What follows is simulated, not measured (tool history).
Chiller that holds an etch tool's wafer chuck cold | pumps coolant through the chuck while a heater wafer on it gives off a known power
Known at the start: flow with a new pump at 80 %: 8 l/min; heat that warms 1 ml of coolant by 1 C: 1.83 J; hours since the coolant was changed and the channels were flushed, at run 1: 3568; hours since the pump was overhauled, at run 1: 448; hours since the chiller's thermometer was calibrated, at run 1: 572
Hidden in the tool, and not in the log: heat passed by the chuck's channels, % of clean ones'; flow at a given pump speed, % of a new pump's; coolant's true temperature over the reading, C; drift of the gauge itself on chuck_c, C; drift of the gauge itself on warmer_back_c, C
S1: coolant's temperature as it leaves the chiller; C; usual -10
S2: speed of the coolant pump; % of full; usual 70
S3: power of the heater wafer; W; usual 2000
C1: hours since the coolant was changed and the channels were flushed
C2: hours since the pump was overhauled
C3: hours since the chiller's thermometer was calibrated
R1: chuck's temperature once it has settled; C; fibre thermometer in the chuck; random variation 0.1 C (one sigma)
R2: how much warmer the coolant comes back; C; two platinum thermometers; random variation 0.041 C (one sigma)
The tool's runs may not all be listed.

Run 1, day 0.000: usual settings; C1 3568; C2 448; C3 572. Result: R1 10.9 C, R2 9.33 C.
Run 2, day 3.812: usual settings; C1 3659; C2 540; C3 664. Result: R1 11.1 C, R2 9.32 C.
Run 3, day 6.112: usual settings; C1 3715; C2 595; C3 719. Result: R1 10.8 C, R2 9.28 C.
Run 4, day 9.229: usual settings; C1 3789; C2 670; C3 794. Result: R1 10.9 C, R2 9.27 C.
Run 5, day 11.925: usual settings; C1 3854; C2 734; C3 858. Result: R1 10.9 C, R2 9.29 C.
At day 14.579: coolant changed, channels flushed.
Run 6, day 14.717: usual settings; C1 3; C2 795; C3 919. Result: R1 11.0 C, R2 9.31 C.
Run 7, day 17.425: usual settings; C1 68; C2 860; C3 984. Result: R1 11.2 C, R2 9.30 C.
Run 8, day 19.871: usual settings; C1 127; C2 919; C3 1043. Result: R1 10.9 C, R2 9.34 C.
Run 9, day 22.592: usual settings but S3 1473 W; C1 192; C2 984; C3 1108. Result: R1 5.5 C, R2 6.85 C.
Run 10, day 24.683: usual settings but S3 1310 W; C1 243; C2 1035; C3 1159. Result: R1 3.7 C, R2 6.10 C.
Run 11, day 27.896: usual settings but S3 1310 W; C1 320; C2 1112; C3 1236. Result: R1 3.8 C, R2 6.08 C.
Run 12, day 30.162: usual settings but S3 1310 W; C1 374; C2 1166; C3 1290. Result: R1 3.8 C, R2 6.07 C.
Run 13, day 33.229: usual settings but S3 1310 W; C1 448; C2 1240; C3 1364. Result: R1 3.6 C, R2 6.12 C.
Run 14, day 36.283: usual settings but S3 1310 W; C1 521; C2 1313; C3 1437. Result: R1 3.7 C, R2 6.08 C.
Run 15, day 39.367: usual settings but S1 -1 C, S2 67 % of full, S3 1150 W; C1 595; C2 1387; C3 1511. Result: R1 11.5 C, R2 5.58 C.
Run 16, day 42.588: usual settings but S1 -1 C, S2 86 % of full, S3 2871 W; C1 672; C2 1464; C3 1588. Result: R1 24.9 C, R2 10.91 C.
Run 17, day 46.083: usual settings but S1 -2 C, S2 87 % of full, S3 1034 W; C1 756; C2 1548; C3 1672. Result: R1 7.3 C, R2 3.91 C.
Run 18, day 49.754: usual settings but S1 -2 C, S2 87 % of full, S3 1034 W; C1 844; C2 1636; C3 1760. Result: R1 7.4 C, R2 3.86 C.
Run 19, day 53.167: usual settings but S1 -20 C, S2 60 % of full, S3 1034 W; C1 926; C2 1718; C3 1842. Result: R1 -7.9 C, R2 5.60 C.
Run 20, day 56.883: usual settings but S1 -15 C, S2 81 % of full, S3 2516 W; C1 1015; C2 1807; C3 1931. Result: R1 8.9 C, R2 10.11 C.
Run 21, day 60.117: usual settings but S1 0 C, S2 81 % of full, S3 1274 W; C1 1093; C2 1885; C3 2009. Result: R1 12.0 C, R2 5.13 C.
Run 22, day 63.804: usual settings but S1 -11 C, S2 86 % of full, S3 2512 W; C1 1181; C2 1973; C3 2098. Result: R1 11.9 C, R2 9.55 C.
Run 23, day 66.842: usual settings but S1 -15 C, S2 91 % of full, S3 1124 W; C1 1254; C2 2046; C3 2171. Result: R1 -5.1 C, R2 4.02 C.
Run 24, day 69.779: usual settings but S1 -15 C, S2 91 % of full, S3 1124 W; C1 1325; C2 2117; C3 2241. Result: R1 -5.2 C, R2 4.04 C.
Run 25, day 73.300: usual settings but S1 -15 C, S2 79 % of full, S3 1124 W; C1 1409; C2 2201; C3 2325. Result: R1 -4.4 C, R2 4.63 C.
Run 26, day 75.538: usual settings but S1 -7 C, S2 80 % of full, S3 2249 W; C1 1463; C2 2255; C3 2379. Result: R1 14.4 C, R2 9.16 C.
Run 27, day 78.979: usual settings but S2 81 % of full, S3 2386 W; C1 1546; C2 2338; C3 2462. Result: R1 12.6 C, R2 9.61 C.
Run 28, day 81.879: usual settings but S2 81 % of full, S3 2386 W; C1 1615; C2 2407; C3 2531. Result: R1 12.7 C, R2 9.65 C.

3 ways to go on from here, each from the tool as it stands after run 28. What would each give?
Run A, day 84.692: usual settings but S1 -13 C, S2 78 % of full, S3 2386 W; C1 1683; C2 2475; C3 2599. Result: R1 ?, R2 ?.
Run B, day 84.692: usual settings but S1 -7 C, S2 94 % of full, S3 2386 W; C1 1683; C2 2475; C3 2599. Result: R1 ?, R2 ?.
Run C, day 84.692: usual settings but S3 1011 W; C1 1683; C2 2475; C3 2599. Result: R1 ?, R2 ?.

run    R1     R2
  A  10.0  10.03
  B  13.4   8.37
  C   0.5   4.66
Without the tool's hidden state the same runs would have given:
run    R1     R2
  A  10.0  10.02
  B  13.4   8.37
  C   0.5   4.66
